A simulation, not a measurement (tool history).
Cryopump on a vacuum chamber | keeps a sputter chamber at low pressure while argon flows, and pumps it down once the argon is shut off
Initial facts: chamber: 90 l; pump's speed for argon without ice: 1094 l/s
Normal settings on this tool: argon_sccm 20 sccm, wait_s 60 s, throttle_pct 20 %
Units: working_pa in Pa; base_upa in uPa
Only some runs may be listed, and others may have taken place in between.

run,day,argon_sccm,wait_s,throttle_pct,working_pa,base_upa
1,0,20,60,20,0.1601,4.46
2,0.833,20,21,20,0.16,8.41
3,2.475,20,21,20,0.1605,8.32
4,3.296,20,21,20,0.1591,8.34
5,4.825,20,21,20,0.1601,8.29
6,6.479,20,60,50,0.067,4.64
7,7.204,20,60,50,0.0674,4.71
8,8.517,20,60,50,0.0678,4.7
9,9.567,20,60,50,0.0661,4.73
10,10.617,20,60,50,0.0677,4.74
# day 10.971: pump warmed up, emptied and cooled again
11,12.079,22,201,50,0.0681,2.96
12,13.567,22,201,50,0.0689,3.05
13,14.721,22,201,50,0.0692,3.11
14,15.583,22,201,50,0.0691,3.07

Here are 4 independent what-if runs from the current tool condition. What would each one return?
A,17.104,22,43,50,?,?
B,17.104,22,201,15,?,?
C,17.104,19,30,23,?,?
D,17.104,8,79,40,?,?

run,working_pa,base_upa
A,0.0692,5.28
B,0.2296,2.95
C,0.1302,6.66
D,0.0314,3.99
What these runs would have given with no unlogged condition in the tool:
run,working_pa,base_upa
A,0.0679,3.09
B,0.2284,0.81
C,0.1291,4.4
D,0.0309,1.82
